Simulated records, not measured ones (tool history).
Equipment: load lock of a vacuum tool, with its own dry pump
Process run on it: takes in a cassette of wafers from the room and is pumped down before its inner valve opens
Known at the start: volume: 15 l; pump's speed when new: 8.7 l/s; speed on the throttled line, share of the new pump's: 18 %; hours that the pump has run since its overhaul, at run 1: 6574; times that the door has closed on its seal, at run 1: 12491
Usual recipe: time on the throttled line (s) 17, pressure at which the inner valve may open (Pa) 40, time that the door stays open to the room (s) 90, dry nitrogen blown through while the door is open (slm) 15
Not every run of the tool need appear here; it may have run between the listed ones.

run,day,time on the throttled line (s),pressure at which the inner valve may open (Pa),time that the door stays open to the room (s),dry nitrogen blown through while the door is open (slm),hours that the pump has run since its overhaul,times that the door has closed on its seal,"incoming humidity of the room's air, %",time from the closed door until the inner valve may open (s),rise of the pressure with all valves shut (Pa/min)
1,0.000,17,40,90,15,6574,12491,45.6,29.0,0.084
2,11.258,17,40,90,28,6844,13402,43.5,29.2,0.064
3,34.208,17,40,90,28,7395,15259,45.5,29.1,0.073
4,45.854,17,40,156,15,7674,16202,47.2,29.6,0.112
5,64.104,17,38,90,15,8112,17679,43.9,30.6,0.095
6,80.517,17,38,90,15,8506,19007,43.9,30.7,0.098
7,92.712,17,40,90,15,8799,19994,49.0,29.7,0.112
8,109.450,32,40,90,15,9201,21349,44.5,41.6,0.107
9,122.896,32,40,90,15,9523,22437,48.0,42.2,0.113
10,138.654,32,40,90,15,9902,23712,45.3,41.9,0.115
11,161.888,17,40,115,15,10459,25592,44.8,29.5,0.126
12,176.612,17,40,40,15,10813,26784,43.5,30.6,0.102
13,190.017,17,40,40,8,11134,27869,44.3,30.5,0.117
14,200.788,17,40,40,8,11393,28741,45.4,30.2,0.122
15,213.325,17,40,179,8,11694,29756,41.5,30.7,0.182
# day 223.042: dry pump taken out, an overhauled one fitted
16,224.033,17,40,179,8,24,30602,46.3,27.2,0.193
17,247.088,17,40,179,8,577,32468,46.5,27.9,0.191
18,257.233,17,40,179,8,821,33289,44.3,27.4,0.196
19,268.038,17,40,179,8,1080,34163,43.6,27.7,0.198
20,278.662,17,30,179,18,1335,35023,45.7,28.3,0.173
21,298.625,31,40,90,15,1814,36639,46.9,39.5,0.168
22,319.050,17,46,90,10,2304,38292,49.2,27.9,0.188
23,339.762,17,35,90,6,2801,39968,47.6,28.5,0.200
24,360.154,17,35,90,6,3291,41619,42.7,28.0,0.204
25,382.338,17,49,90,15,3823,43414,46.3,27.7,0.203
26,401.671,17,49,90,15,4287,44979,42.3,27.3,0.199
27,422.183,17,49,90,15,4779,46639,43.4,28.1,0.211
28,438.767,17,49,90,15,5177,47981,45.1,27.8,0.222
29,462.921,19,35,61,13,5757,49936,46.9,30.7,0.231
30,485.562,19,35,61,13,6301,51768,48.9,30.8,0.238
31,507.529,17,40,29,20,6828,53546,42.9,29.2,0.222
32,528.858,20,42,38,6,7340,55272,44.9,32.1,0.254
33,551.083,32,44,38,6,7873,57071,44.2,41.4,0.269
34,574.488,17,40,90,15,8435,58965,47.4,30.1,0.283
35,598.858,27,31,219,5,9020,60938,47.6,37.9,0.379
36,612.075,15,49,219,24,9337,62007,43.2,28.5,0.320
# day 621.650: door's seal changed, seat wiped
37,631.971,15,49,219,24,9813,835,41.7,28.6,0.077

How would selected steps in time from the closed door until the inner valve may open (s) from run to run divide? Give the signed amount a tool lacking its hidden state would still show from settings, what came in and random variation, and the signed amount left for the hidden state, including any gauge scatter that is not in both of the compared results.
Hidden conditions of the tool in this case: pump's speed, % of a new pump's; leak at the door's seal, Pa l/s; drift of the gauge itself on ready_s, %; drift of the gauge itself on rise_pa_min, %.
Run 7 -> 8: time on the throttled line (s) 17 -> 32. time from the closed door until the inner valve may open (s) +11.9: hidden state -0.5, all else +12.4.
Run 10 -> 11: time on the throttled line (s) 32 -> 17, time that the door stays open to the room (s) 90 -> 115. time from the closed door until the inner valve may open (s) -12.4: hidden state +0.8, all else -13.2.
Run 15 -> 16: dry pump taken out, an overhauled one fitted. time from the closed door until the inner valve may open (s) -3.5: hidden state -3.4, all else -0.1.
Run 21 -> 22: time on the throttled line (s) 31 -> 17, pressure at which the inner valve may open (Pa) 40 -> 46, dry nitrogen blown through while the door is open (slm) 15 -> 10. time from the closed door until the inner valve may open (s) -11.6: hidden state +0.1, all else -11.7.
Run 33 -> 34: time on the throttled line (s) 32 -> 17, pressure at which the inner valve may open (Pa) 44 -> 40, time that the door stays open to the room (s) 38 -> 90, dry nitrogen blown through while the door is open (slm) 6 -> 15. time from the closed door until the inner valve may open (s) -11.3: hidden state +0.7, all else -12.0.
